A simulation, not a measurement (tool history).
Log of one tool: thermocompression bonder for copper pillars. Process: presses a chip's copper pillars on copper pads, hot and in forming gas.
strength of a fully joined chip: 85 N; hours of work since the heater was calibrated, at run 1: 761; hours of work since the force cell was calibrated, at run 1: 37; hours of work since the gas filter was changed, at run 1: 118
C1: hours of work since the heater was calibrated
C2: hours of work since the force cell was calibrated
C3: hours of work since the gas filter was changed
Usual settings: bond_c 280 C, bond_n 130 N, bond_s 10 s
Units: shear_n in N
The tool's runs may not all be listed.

{"run": 1, "day": 0.0, "bond_c": 280, "bond_n": 130, "bond_s": 10, "C1": 761, "C2": 37, "C3": 118, "shear_n": 55.2}
{"run": 2, "day": 0.533, "bond_c": 280, "bond_n": 130, "bond_s": 10, "C1": 768, "C2": 44, "C3": 125, "shear_n": 55.2}
{"run": 3, "day": 0.929, "bond_c": 290, "bond_n": 130, "bond_s": 10, "C1": 773, "C2": 49, "C3": 130, "shear_n": 61.1}
{"run": 4, "day": 1.292, "bond_c": 290, "bond_n": 130, "bond_s": 10, "C1": 777, "C2": 54, "C3": 134, "shear_n": 60.7}
{"run": 5, "day": 1.762, "bond_c": 280, "bond_n": 130, "bond_s": 10, "C1": 783, "C2": 60, "C3": 140, "shear_n": 54.3}
{"run": 6, "day": 2.233, "bond_c": 280, "bond_n": 182, "bond_s": 10, "C1": 789, "C2": 66, "C3": 146, "shear_n": 63.2}
{"run": 7, "day": 2.658, "bond_c": 280, "bond_n": 140, "bond_s": 10, "C1": 795, "C2": 71, "C3": 152, "shear_n": 56.6}
{"run": 8, "day": 3.146, "bond_c": 280, "bond_n": 130, "bond_s": 10, "C1": 801, "C2": 77, "C3": 158, "shear_n": 54.7}
{"run": 9, "day": 3.671, "bond_c": 280, "bond_n": 130, "bond_s": 10, "C1": 808, "C2": 84, "C3": 164, "shear_n": 54.5}
{"run": 10, "day": 3.912, "bond_c": 280, "bond_n": 130, "bond_s": 12, "C1": 811, "C2": 87, "C3": 168, "shear_n": 56.3}
{"run": 11, "day": 4.3, "bond_c": 280, "bond_n": 130, "bond_s": 12, "C1": 816, "C2": 92, "C3": 172, "shear_n": 56.7}
{"run": 12, "day": 4.758, "bond_c": 280, "bond_n": 87, "bond_s": 12, "C1": 822, "C2": 98, "C3": 178, "shear_n": 46.5}
{"run": 13, "day": 5.292, "bond_c": 280, "bond_n": 130, "bond_s": 10, "C1": 828, "C2": 104, "C3": 185, "shear_n": 54}
{"run": 14, "day": 5.571, "bond_c": 280, "bond_n": 130, "bond_s": 10, "C1": 832, "C2": 108, "C3": 189, "shear_n": 54.6}
{"run": 15, "day": 6.079, "bond_c": 255, "bond_n": 119, "bond_s": 7, "C1": 838, "C2": 114, "C3": 195, "shear_n": 32}
{"run": 16, "day": 6.446, "bond_c": 291, "bond_n": 82, "bond_s": 7, "C1": 843, "C2": 119, "C3": 200, "shear_n": 44.1}
{"run": 17, "day": 6.8, "bond_c": 291, "bond_n": 164, "bond_s": 6, "C1": 848, "C2": 124, "C3": 204, "shear_n": 60}
{"run": 18, "day": 7.154, "bond_c": 258, "bond_n": 110, "bond_s": 30, "C1": 852, "C2": 128, "C3": 209, "shear_n": 52.7}
{"run": 19, "day": 7.388, "bond_c": 299, "bond_n": 110, "bond_s": 30, "C1": 855, "C2": 131, "C3": 212, "shear_n": 75.6}
{"run": 20, "day": 7.846, "bond_c": 280, "bond_n": 130, "bond_s": 8, "C1": 861, "C2": 137, "C3": 218, "shear_n": 50.6}
{"run": 21, "day": 8.188, "bond_c": 290, "bond_n": 130, "bond_s": 22, "C1": 865, "C2": 141, "C3": 222, "shear_n": 72}
{"run": 22, "day": 8.412, "bond_c": 280, "bond_n": 81, "bond_s": 17, "C1": 868, "C2": 144, "C3": 225, "shear_n": 50.5}
{"run": 23, "day": 8.929, "bond_c": 279, "bond_n": 187, "bond_s": 22, "C1": 875, "C2": 151, "C3": 231, "shear_n": 73.6}

Forecast run 24:
{"run": 24, "day": 9.279, "bond_c": 279, "bond_n": 187, "bond_s": 22, "C1": 879, "C2": 155, "C3": 236, "shear_n": "?"}

shear_n: 74 N
Without the tool's hidden state the same run would have given shear_n 73.9 N.

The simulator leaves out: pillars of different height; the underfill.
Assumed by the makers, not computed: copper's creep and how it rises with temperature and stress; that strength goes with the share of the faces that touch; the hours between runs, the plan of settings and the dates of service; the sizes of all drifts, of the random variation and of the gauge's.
